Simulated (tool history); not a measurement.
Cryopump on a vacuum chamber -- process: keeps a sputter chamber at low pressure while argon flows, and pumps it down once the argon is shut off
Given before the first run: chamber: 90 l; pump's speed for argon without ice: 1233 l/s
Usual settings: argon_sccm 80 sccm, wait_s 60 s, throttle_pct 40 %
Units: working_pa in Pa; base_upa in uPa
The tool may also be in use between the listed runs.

run,hour,argon_sccm,wait_s,throttle_pct,working_pa,base_upa
1,0,80,60,40,0.3078,4.2
2,78,80,60,40,0.3178,4.52
3,163.8,80,60,40,0.3225,4.84
# hour 223.6: pump warmed up, emptied and cooled again
4,230,49,60,40,0.1687,3.91
5,312.7,41,60,40,0.1431,4.14
6,361.5,80,60,40,0.2833,4.21
7,422.9,80,60,40,0.2894,4.37
8,511,37,60,40,0.1375,4.66
9,549.3,80,43,40,0.2976,5.48
10,632.6,80,43,40,0.3047,5.65
11,703.7,80,43,40,0.3107,5.76
12,788.6,80,43,40,0.3214,6.26
13,871,80,43,40,0.329,6.5
# hour 883.9: pump warmed up, emptied and cooled again
# hour 896: leaking fittings of the chamber tightened, without venting
14,964.3,80,43,40,0.28,2.55
15,1030.4,80,43,40,0.2854,2.71
16,1089.8,80,43,40,0.2907,2.72
17,1130.1,80,60,21,0.5413,2.19
18,1191,73,60,52,0.211,2.35
19,1262.7,73,60,52,0.2178,2.47
20,1325,73,60,52,0.2226,2.58
21,1392.3,59,60,28,0.3167,2.64
22,1477.9,59,60,28,0.3247,2.94
23,1529.7,46,24,25,0.2849,5.45
# hour 1548.8: pump warmed up, emptied and cooled again
24,1593,46,24,25,0.2546,4.97
25,1677.4,42,26,46,0.1298,4.81
26,1725.2,144,84,35,0.5876,2.42
27,1793.1,98,275,22,0.6308,1.76
28,1840.4,153,60,26,0.8475,3.13
29,1905.6,153,23,26,0.8619,5.88
30,1995.3,74,29,23,0.4744,5.17
31,2049.6,125,32,23,0.8088,4.91
32,2091.2,142,60,27,0.8025,3.72
33,2166.8,88,22,26,0.5262,6.77

Each run again, without the hidden state but with its own random variation kept:
The tool's hidden condition here consists of: pump's speed, % of a pump's without ice; cold plate's temperature, K; leak into the chamber, uPa l/s; drift of the gauge itself on working_pa, %; drift of the gauge itself on base_upa, %.
run,working_pa,base_upa
1,0.2746,1.83
2,0.2763,1.84
3,0.2719,1.84
4,0.1676,1.82
5,0.1397,1.86
6,0.2734,1.83
7,0.2754,1.82
8,0.128,1.87
9,0.2741,2.55
10,0.2741,2.47
11,0.2738,2.43
12,0.2753,2.5
13,0.2728,2.45
14,0.2737,2.44
15,0.2749,2.51
16,0.2759,2.44
17,0.5237,1.84
18,0.1908,1.9
19,0.1921,1.89
20,0.1922,1.88
21,0.2875,1.83
22,0.288,1.91
23,0.2525,4.3
24,0.2518,4.2
25,0.1245,3.91
26,0.5626,1.38
27,0.6078,0.59
28,0.8042,1.86
29,0.8072,4.46
30,0.4405,3.55
31,0.7438,3.18
32,0.7203,1.84
33,0.4657,4.64
